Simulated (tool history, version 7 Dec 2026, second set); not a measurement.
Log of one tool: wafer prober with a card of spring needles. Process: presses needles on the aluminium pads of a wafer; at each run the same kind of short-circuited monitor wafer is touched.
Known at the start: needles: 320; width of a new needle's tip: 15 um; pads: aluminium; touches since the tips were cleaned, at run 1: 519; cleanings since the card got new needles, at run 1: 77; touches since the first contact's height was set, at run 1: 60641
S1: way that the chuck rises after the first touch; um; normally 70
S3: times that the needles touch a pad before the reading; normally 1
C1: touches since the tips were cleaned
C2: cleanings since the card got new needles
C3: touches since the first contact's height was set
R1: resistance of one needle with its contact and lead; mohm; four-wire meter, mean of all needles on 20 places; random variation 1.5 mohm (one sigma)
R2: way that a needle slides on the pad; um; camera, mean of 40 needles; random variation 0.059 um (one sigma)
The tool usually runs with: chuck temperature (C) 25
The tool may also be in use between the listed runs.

run 1 hour=0 | S1=70 chuck_temperature_(C)=25 S3=1 | C1=519 C2=77 C3=60641 | R1=145 R2=17.46
-- hour=3.3 tips cleaned on abrasive film
-- hour=8.6 tips cleaned on abrasive film
-- hour=14 tips cleaned on abrasive film
-- hour=19.4 tips cleaned on abrasive film
-- hour=24.7 tips cleaned on abrasive film
-- hour=29 tips cleaned on abrasive film
-- hour=34.4 tips cleaned on abrasive film
-- hour=39.8 tips cleaned on abrasive film
-- hour=45.1 tips cleaned on abrasive film
-- hour=50.5 tips cleaned on abrasive film
-- hour=55.8 tips cleaned on abrasive film
-- hour=58.2 height of the first contact set anew
-- hour=61.5 tips cleaned on abrasive film
-- hour=66.9 tips cleaned on abrasive film
-- hour=72.2 tips cleaned on abrasive film
-- hour=77.6 tips cleaned on abrasive film
-- hour=81.9 tips cleaned on abrasive film
-- hour=87.3 tips cleaned on abrasive film
-- hour=91.6 tips cleaned on abrasive film
run 2 hour=93.7 | S1=70 chuck_temperature_(C)=25 S3=1 | C1=769 C2=95 C3=12418 | R1=145 R2=17.28
-- hour=95.9 tips cleaned on abrasive film
-- hour=101.3 tips cleaned on abrasive film
-- hour=106.7 tips cleaned on abrasive film
-- hour=111 tips cleaned on abrasive film
-- hour=116.3 tips cleaned on abrasive film
-- hour=120.6 tips cleaned on abrasive film
-- hour=126 tips cleaned on abrasive film
-- hour=131.4 tips cleaned on abrasive film
-- hour=136.7 tips cleaned on abrasive film
-- hour=141 tips cleaned on abrasive film
-- hour=146.4 tips cleaned on abrasive film
-- hour=151.2 tips cleaned on abrasive film
run 3 hour=151.2 | S1=70 chuck_temperature_(C)=25 S3=1 | C1=0 C2=107 C3=32510 | R1=147 R2=17.3
-- hour=156.6 tips cleaned on abrasive film
-- hour=161.9 tips cleaned on abrasive film
-- hour=167.3 tips cleaned on abrasive film
-- hour=172.7 tips cleaned on abrasive film
-- hour=178 tips cleaned on abrasive film
-- hour=183.4 tips cleaned on abrasive film
-- hour=188.8 tips cleaned on abrasive film
-- hour=194.1 tips cleaned on abrasive film
-- hour=199.5 tips cleaned on abrasive film
-- hour=204.9 tips cleaned on abrasive film
-- hour=210.2 tips cleaned on abrasive film
-- hour=215.6 tips cleaned on abrasive film
run 4 hour=219.6 | S1=84 chuck_temperature_(C)=25 S3=1 | C1=1422 C2=119 C3=56476 | R1=145 R2=20.76
-- hour=220.7 tips cleaned on abrasive film
-- hour=226.1 tips cleaned on abrasive film
-- hour=231.4 tips cleaned on abrasive film
-- hour=236.8 tips cleaned on abrasive film
-- hour=241.1 tips cleaned on abrasive film
-- hour=246.5 tips cleaned on abrasive film
-- hour=251.9 tips cleaned on abrasive film
-- hour=257.2 tips cleaned on abrasive film
-- hour=262.6 tips cleaned on abrasive film
-- hour=267.9 tips cleaned on abrasive film
-- hour=273.3 tips cleaned on abrasive film
-- hour=278.7 tips cleaned on abrasive film
-- hour=284 tips cleaned on abrasive film
-- hour=288.3 tips cleaned on abrasive film
-- hour=289.7 height of the first contact set anew
-- hour=294 tips cleaned on abrasive film
-- hour=299.4 tips cleaned on abrasive film
run 5 hour=301.1 | S1=84 chuck_temperature_(C)=25 S3=1 | C1=612 C2=135 C3=3994 | R1=145 R2=20.94
-- hour=304.3 tips cleaned on abrasive film
-- hour=308.7 tips cleaned on abrasive film
-- hour=314 tips cleaned on abrasive film
-- hour=319.4 tips cleaned on abrasive film
-- hour=324.7 tips cleaned on abrasive film
-- hour=330.1 tips cleaned on abrasive film
-- hour=335.5 tips cleaned on abrasive film
-- hour=340.8 tips cleaned on abrasive film
run 6 hour=344.8 | S1=70 chuck_temperature_(C)=25 S3=1 | C1=1404 C2=143 C3=19302 | R1=148 R2=17.49
-- hour=345.9 tips cleaned on abrasive film
-- hour=351.3 tips cleaned on abrasive film
-- hour=356.6 tips cleaned on abrasive film
-- hour=362 tips cleaned on abrasive film
-- hour=367.4 tips cleaned on abrasive film
-- hour=372.7 tips cleaned on abrasive film
-- hour=378.1 tips cleaned on abrasive film
-- hour=383.5 tips cleaned on abrasive film
-- hour=388.8 tips cleaned on abrasive film
-- hour=394.2 tips cleaned on abrasive film
-- hour=399.6 tips cleaned on abrasive film
-- hour=403.9 tips cleaned on abrasive film
run 7 hour=404.5 | S1=70 chuck_temperature_(C)=25 S3=1 | C1=236 C2=155 C3=40204 | R1=146 R2=17.57
-- hour=408.8 tips cleaned on abrasive film
-- hour=414.2 tips cleaned on abrasive film
-- hour=418.5 tips cleaned on abrasive film
-- hour=423.9 tips cleaned on abrasive film
-- hour=429.2 tips cleaned on abrasive film
-- hour=434.6 tips cleaned on abrasive film
-- hour=440 tips cleaned on abrasive film
-- hour=445.3 tips cleaned on abrasive film
-- hour=449.6 tips cleaned on abrasive film
-- hour=455 tips cleaned on abrasive film
-- hour=460.4 tips cleaned on abrasive film
-- hour=465.7 tips cleaned on abrasive film
-- hour=471.1 tips cleaned on abrasive film
-- hour=476.5 tips cleaned on abrasive film
-- hour=481.8 tips cleaned on abrasive film
run 8 hour=482.2 | S1=70 chuck_temperature_(C)=100 S3=1 | C1=125 C2=170 C3=67384 | R1=157 R2=17.58
-- hour=486.5 tips cleaned on abrasive film
-- hour=491.9 tips cleaned on abrasive film
-- hour=497.2 tips cleaned on abrasive film
-- hour=502.6 tips cleaned on abrasive film
-- hour=506.9 tips cleaned on abrasive film
-- hour=512.3 tips cleaned on abrasive film
-- hour=517.6 tips cleaned on abrasive film
-- hour=521.1 height of the first contact set anew
-- hour=523.3 tips cleaned on abrasive film
-- hour=528.6 tips cleaned on abrasive film
-- hour=533 tips cleaned on abrasive film
-- hour=538.3 tips cleaned on abrasive film
-- hour=543.7 tips cleaned on abrasive film
-- hour=549 tips cleaned on abrasive film
-- hour=554.4 tips cleaned on abrasive film
-- hour=559.8 tips cleaned on abrasive film
-- hour=565.1 tips cleaned on abrasive film
-- hour=570.5 tips cleaned on abrasive film
-- hour=575.9 tips cleaned on abrasive film
run 9 hour=576.7 | S1=80 chuck_temperature_(C)=25 S3=1 | C1=294 C2=188 C3=19458 | R1=146 R2=20.14
-- hour=581 tips cleaned on abrasive film
-- hour=586.4 tips cleaned on abrasive film
-- hour=591.7 tips cleaned on abrasive film
-- hour=597.1 tips cleaned on abrasive film
-- hour=602.5 tips cleaned on abrasive film
-- hour=607.8 tips cleaned on abrasive film
-- hour=613.2 tips cleaned on abrasive film
-- hour=618.5 tips cleaned on abrasive film
run 10 hour=622.4 | S1=71 chuck_temperature_(C)=44 S3=1 | C1=1385 C2=196 C3=35498 | R1=150 R2=17.76
-- hour=623.6 tips cleaned on abrasive film
-- hour=628.9 tips cleaned on abrasive film
-- hour=634.3 tips cleaned on abrasive film
-- hour=639.7 tips cleaned on abrasive film
-- hour=645 tips cleaned on abrasive film
-- hour=649.3 tips cleaned on abrasive film
-- hour=654.7 tips cleaned on abrasive film
-- hour=659 tips cleaned on abrasive film
-- hour=664.4 tips cleaned on abrasive film
-- hour=669.7 tips cleaned on abrasive film
-- hour=674.1 tips cleaned on abrasive film
-- hour=679.4 tips cleaned on abrasive film
-- hour=684.8 tips cleaned on abrasive film
-- hour=690.1 tips cleaned on abrasive film
-- hour=695.5 tips cleaned on abrasive film
-- hour=700.9 tips cleaned on abrasive film
-- hour=706.2 tips cleaned on abrasive film
-- hour=711.6 tips cleaned on abrasive film
-- hour=717 tips cleaned on abrasive film
run 11 hour=718.2 | S1=71 chuck_temperature_(C)=44 S3=1 | C1=448 C2=215 C3=69012 | R1=152 R2=17.73
-- hour=721.5 tips cleaned on abrasive film
-- hour=726.8 tips cleaned on abrasive film
-- hour=731.2 tips cleaned on abrasive film
-- hour=736.5 tips cleaned on abrasive film
-- hour=741.9 tips cleaned on abrasive film
-- hour=746.2 tips cleaned on abrasive film
-- hour=751.6 tips cleaned on abrasive film
-- hour=751.9 height of the first contact set anew
-- hour=757.2 tips cleaned on abrasive film
run 12 hour=760.7 | S1=64 chuck_temperature_(C)=25 S3=1 | C1=1229 C2=223 C3=3107 | R1=148 R2=16.02
-- hour=761.8 tips cleaned on abrasive film
-- hour=767.2 tips cleaned on abrasive film
-- hour=771.5 tips cleaned on abrasive film
-- hour=776.9 tips cleaned on abrasive film
-- hour=782.2 tips cleaned on abrasive film
-- hour=787.6 tips cleaned on abrasive film
-- hour=792.9 tips cleaned on abrasive film
-- hour=798.3 tips cleaned on abrasive film
-- hour=802.6 tips cleaned on abrasive film
run 13 hour=805.3 | S1=64 chuck_temperature_(C)=25 S3=1 | C1=951 C2=232 C3=18714 | R1=149 R2=16.09
-- hour=807.5 tips cleaned on abrasive film
-- hour=812.9 tips cleaned on abrasive film
-- hour=818.2 tips cleaned on abrasive film
-- hour=822.5 tips cleaned on abrasive film
-- hour=827.9 tips cleaned on abrasive film
-- hour=833.3 tips cleaned on abrasive film
-- hour=838.6 tips cleaned on abrasive film
-- hour=844 tips cleaned on abrasive film
-- hour=849.3 tips cleaned on abrasive film
-- hour=854.7 tips cleaned on abrasive film
-- hour=860.1 tips cleaned on abrasive film
run 14 hour=861.4 | S1=64 chuck_temperature_(C)=25 S3=1 | C1=473 C2=243 C3=38352 | R1=151 R2=16.06
-- hour=864.7 tips cleaned on abrasive film
-- hour=870 tips cleaned on abrasive film
-- hour=875.4 tips cleaned on abrasive film
-- hour=880.7 tips cleaned on abrasive film
-- hour=886.1 tips cleaned on abrasive film
-- hour=890.4 tips cleaned on abrasive film
-- hour=895.8 tips cleaned on abrasive film
-- hour=900.1 tips cleaned on abrasive film
-- hour=905.5 tips cleaned on abrasive film
-- hour=910.8 tips cleaned on abrasive film
-- hour=916.2 tips cleaned on abrasive film
-- hour=921.5 tips cleaned on abrasive film
-- hour=926.9 tips cleaned on abrasive film
-- hour=931.2 tips cleaned on abrasive film
-- hour=936.6 tips cleaned on abrasive film
-- hour=941.9 tips cleaned on abrasive film
-- hour=947.3 tips cleaned on abrasive film
run 15 hour=951.2 | S1=82 chuck_temperature_(C)=33 S3=2 | C1=1374 C2=260 C3=69784 | R1=149 R2=20.66

Each run again, without the hidden state but with its own random variation kept:
The hidden state here: debris on the tips, nm; way that the needles fall short of the set height, um; tips' diameter, um; drift of the gauge itself on contact_mohm, %; drift of the gauge itself on scrub_um, %.
run=1 R2=17.47
run=2 R2=17.26
run=3 R2=17.26
run=4 R2=20.69
run=5 R2=20.83
run=6 R2=17.38
run=7 R2=17.45
run=8 R2=17.44
run=9 R2=19.94
run=10 R2=17.57
run=11 R2=17.52
run=12 R2=15.81
run=13 R2=15.86
run=14 R2=15.82
run=15 R2=20.33
R1 without the hidden state stays within 1 mohm of what was measured, in all runs.

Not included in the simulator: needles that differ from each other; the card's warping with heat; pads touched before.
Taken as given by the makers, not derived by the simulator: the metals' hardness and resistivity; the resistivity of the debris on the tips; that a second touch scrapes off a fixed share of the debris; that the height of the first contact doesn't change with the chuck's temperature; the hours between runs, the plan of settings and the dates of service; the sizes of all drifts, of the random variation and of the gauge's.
